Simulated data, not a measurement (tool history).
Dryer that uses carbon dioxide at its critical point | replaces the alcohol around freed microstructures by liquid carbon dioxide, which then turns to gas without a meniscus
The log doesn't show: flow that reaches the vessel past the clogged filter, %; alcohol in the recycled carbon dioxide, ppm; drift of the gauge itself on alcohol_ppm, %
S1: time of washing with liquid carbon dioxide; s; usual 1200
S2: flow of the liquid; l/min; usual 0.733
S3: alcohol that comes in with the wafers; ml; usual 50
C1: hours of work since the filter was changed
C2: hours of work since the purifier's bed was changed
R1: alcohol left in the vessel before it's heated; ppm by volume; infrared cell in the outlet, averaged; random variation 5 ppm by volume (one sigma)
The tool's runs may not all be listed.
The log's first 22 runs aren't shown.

{"run": 23, "hour": 245.5, "S1": 1200, "S2": 0.481, "S3": 50, "C1": 131, "C2": 249, "R1": 446}
{"run": 24, "hour": 254.3, "S1": 1200, "S2": 0.733, "S3": 34, "C1": 134, "C2": 252, "R1": 57}
{"run": 25, "hour": 268.5, "S1": 1200, "S2": 0.733, "S3": 34, "C1": 140, "C2": 258, "R1": 46}
{"run": 26, "hour": 278.0, "S1": 1200, "S2": 0.514, "S3": 51, "C1": 144, "C2": 261, "R1": 367}
{"run": 27, "hour": 284.8, "S1": 840, "S2": 1.236, "S3": 50, "C1": 146, "C2": 264, "R1": 31}
{"run": 28, "hour": 297.2, "S1": 840, "S2": 1.236, "S3": 50, "C1": 151, "C2": 269, "R1": 24}
{"run": 29, "hour": 312.4, "S1": 1140, "S2": 1.001, "S3": 50, "C1": 157, "C2": 275, "R1": 21}
{"run": 30, "hour": 325.7, "S1": 1140, "S2": 0.989, "S3": 50, "C1": 162, "C2": 280, "R1": 28}
{"run": 31, "hour": 335.8, "S1": 1140, "S2": 0.989, "S3": 50, "C1": 166, "C2": 284, "R1": 24}
{"hour": 339.4, "done": "inlet filter changed"}
{"run": 32, "hour": 351.2, "S1": 1140, "S2": 0.989, "S3": 50, "C1": 5, "C2": 290, "R1": 17}
{"run": 33, "hour": 364.8, "S1": 1260, "S2": 0.733, "S3": 71, "C1": 10, "C2": 295, "R1": 35}
{"run": 34, "hour": 371.6, "S1": 1200, "S2": 1.057, "S3": 40, "C1": 13, "C2": 298, "R1": 13}
{"run": 35, "hour": 383.9, "S1": 720, "S2": 1.057, "S3": 114, "C1": 17, "C2": 303, "R1": 127}
{"run": 36, "hour": 399.3, "S1": 1800, "S2": 0.633, "S3": 55, "C1": 23, "C2": 309, "R1": 15}
{"run": 37, "hour": 413.3, "S1": 1500, "S2": 0.734, "S3": 50, "C1": 29, "C2": 314, "R1": 15}
{"run": 38, "hour": 421.5, "S1": 1200, "S2": 0.733, "S3": 55, "C1": 32, "C2": 317, "R1": 35}
{"run": 39, "hour": 433.9, "S1": 1440, "S2": 0.686, "S3": 86, "C1": 37, "C2": 322, "R1": 37}
{"run": 40, "hour": 440.8, "S1": 1200, "S2": 0.464, "S3": 47, "C1": 40, "C2": 325, "R1": 314}
{"run": 41, "hour": 455.3, "S1": 1200, "S2": 0.923, "S3": 50, "C1": 45, "C2": 331, "R1": 11}
{"run": 42, "hour": 467.6, "S1": 1200, "S2": 0.58, "S3": 54, "C1": 50, "C2": 335, "R1": 134}
{"run": 43, "hour": 476.8, "S1": 840, "S2": 0.98, "S3": 28, "C1": 54, "C2": 339, "R1": 45}
{"run": 44, "hour": 486.0, "S1": 1620, "S2": 0.98, "S3": 115, "C1": 57, "C2": 343, "R1": 31}
{"run": 45, "hour": 501.4, "S1": 1620, "S2": 0.98, "S3": 115, "C1": 64, "C2": 349, "R1": 13}
{"run": 46, "hour": 508.3, "S1": 1500, "S2": 0.46, "S3": 64, "C1": 66, "C2": 351, "R1": 191}
{"run": 47, "hour": 519.9, "S1": 780, "S2": 0.46, "S3": 61, "C1": 71, "C2": 356, "R1": 2126}

Forecast each of these 4 alternatives for the next run:
{"run": "A", "hour": 529.3, "S1": 840, "S2": 0.733, "S3": 52, "C1": 74, "C2": 360, "R1": "?"}
{"run": "B", "hour": 529.3, "S1": 1140, "S2": 0.733, "S3": 50, "C1": 74, "C2": 360, "R1": "?"}
{"run": "C", "hour": 529.3, "S1": 1200, "S2": 0.895, "S3": 35, "C1": 74, "C2": 360, "R1": "?"}
{"run": "D", "hour": 529.3, "S1": 1620, "S2": 1.2, "S3": 48, "C1": 74, "C2": 360, "R1": "?"}

run=A R1=259
run=B R1=58
run=C R1=22
run=D R1=18
Without the tool's hidden state the same runs would have given:
run=A R1=173
run=B R1=28
run=C R1=8
run=D R1=6
